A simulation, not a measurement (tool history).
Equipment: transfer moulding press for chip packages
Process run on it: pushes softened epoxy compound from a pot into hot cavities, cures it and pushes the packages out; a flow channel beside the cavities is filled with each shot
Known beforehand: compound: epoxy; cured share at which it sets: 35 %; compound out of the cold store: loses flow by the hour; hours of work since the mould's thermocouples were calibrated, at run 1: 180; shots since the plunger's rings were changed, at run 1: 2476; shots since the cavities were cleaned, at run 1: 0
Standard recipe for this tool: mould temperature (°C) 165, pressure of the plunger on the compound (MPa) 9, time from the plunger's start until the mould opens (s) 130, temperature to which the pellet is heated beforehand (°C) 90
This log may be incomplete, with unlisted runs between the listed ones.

run    hour  mould temperature (°C)  pressure of the plunger on the compound (MPa)  time from the plunger's start until the mould opens (s)  temperature to which the pellet is heated beforehand (°C)  hours of work since the mould's thermocouples were calibrated  shots since the plunger's rings were changed  shots since the cavities were cleaned  incoming compound's hours out of the cold store  length that the compound runs in the flow channel (mm)  greatest force on the pins that push the packages out (N)
  1       0                     165                                              9                                                      130                                                         90                                                            180                                          2476                                      0                                               13                                                     533                                                        333
  2    43.5                     165                                              9                                                      117                                                         90                                                            201                                          2765                                    289                                             23.6                                                     519                                                        585
  3      88                     165                                              9                                                      117                                                         90                                                            222                                          3061                                    585                                             36.8                                                     495                                                        687
      124.6  -- cavities cleaned with cleaning compound and waxed
  4   136.6                     165                                              9                                                      117                                                         90                                                            245                                          3374                                     80                                               39                                                     494                                                        445
  5   177.2                     165                                              9                                                      117                                                         90                                                            264                                          3643                                    349                                             32.3                                                     505                                                        618
  6   222.8                     165                                           9.75                                                      130                                                         90                                                            286                                          3946                                    652                                             15.8                                                     547                                                        616
      248.3  -- cavities cleaned with cleaning compound and waxed
  7   265.2                     168                                           9.75                                                      130                                                         90                                                            306                                          4218                                    113                                               14                                                     540                                                        425
  8     298                     168                                           9.75                                                      130                                                         90                                                            322                                          4435                                    330                                             10.9                                                     545                                                        538
        358  -- plunger's sealing rings changed
  9     358                     168                                           9.75                                                      130                                                         90                                                            349                                             0                                    712                                             36.7                                                     521                                                        609
      375.5  -- cavities cleaned with cleaning compound and waxed
 10   419.4                     165                                              9                                                      130                                                         90                                                            378                                           398                                    291                                             12.2                                                     543                                                        556
 11   463.2                     165                                              9                                                      130                                                         90                                                            399                                           690                                    583                                             15.8                                                     540                                                        639
      501.8  -- cavities cleaned with cleaning compound and waxed
 12   501.8                     165                                              9                                                      130                                                         90                                                            417                                           936                                      0                                             46.1                                                     490                                                        350
 13   559.5                     165                                           6.95                                                      130                                                         90                                                            445                                          1319                                    383                                             44.9                                                     433                                                        579
 14   619.6                     165                                              9                                                      130                                                         87                                                            474                                          1719                                    783                                             29.1                                                     514                                                        673
      627.4  -- cavities cleaned with cleaning compound and waxed
 15   683.4                     165                                              9                                                      130                                                         87                                                            504                                          2132                                    372                                             35.4                                                     502                                                        579
 16   737.6                     165                                              9                                                      130                                                         87                                                            530                                          2492                                    732                                             11.1                                                     545                                                        670
      752.3  -- cavities cleaned with cleaning compound and waxed
 17   775.1                     165                                              9                                                      120                                                         83                                                            547                                          2732                                    152                                             29.7                                                     512                                                        495
 18   842.9                     173                                              9                                                      157                                                         85                                                            580                                          3182                                    602                                             32.4                                                     479                                                        592
      878.2  -- cavities cleaned with cleaning compound and waxed
 19   897.2                     168                                           8.28                                                      131                                                         91                                                            605                                          3533                                    127                                             38.6                                                     470                                                        426
 20   965.1                     168                                           7.83                                                      131                                                         95                                                            638                                          3984                                    578                                               17                                                     482                                                        600
     1002.3  -- cavities cleaned with cleaning compound and waxed
 21  1036.8                     165                                           7.27                                                      130                                                         90                                                            672                                          4450                                    229                                               44                                                     436                                                        488
 22  1072.3                     165                                           7.27                                                      130                                                         90                                                            689                                          4686                                    465                                             12.5                                                     476                                                        595
     1094.8  -- plunger's sealing rings changed
       1102  -- mould's thermocouples calibrated
     1132.9  -- cavities cleaned with cleaning compound and waxed
 23  1144.9                     168                                           7.27                                                      130                                                         90                                                             20                                           309                                     79                                             14.3                                                     475                                                        379

4 options for the next run, each taken on its own from the tool as it stands now. Forecast them:
  A  1200.9                     160                                              9                                                      130                                                         84                                                             47                                           681                                    451                                             28.3                                                       ?                                                          ?
  B  1200.9                     165                                           7.27                                                      130                                                         90                                                             47                                           681                                    451                                               15                                                       ?                                                          ?
  C  1200.9                     165                                          10.82                                                      145                                                         89                                                             47                                           681                                    451                                             13.8                                                       ?                                                          ?
  D  1200.9                     168                                           7.27                                                      139                                                         94                                                             47                                           681                                    451                                             14.7                                                       ?                                                          ?

run  length that the compound runs in the flow channel (mm)  greatest force on the pins that push the packages out (N)
  A                                                     532                                                        669
  B                                                     483                                                        571
  C                                                     591                                                        555
  D                                                     471                                                        545
Stripped of hidden state, with their random variation kept, the same runs would have yielded:
run  length that the compound runs in the flow channel (mm)  greatest force on the pins that push the packages out (N)
  A                                                     535                                                        397
  B                                                     486                                                        337
  C                                                     595                                                        324
  D                                                     475                                                        319
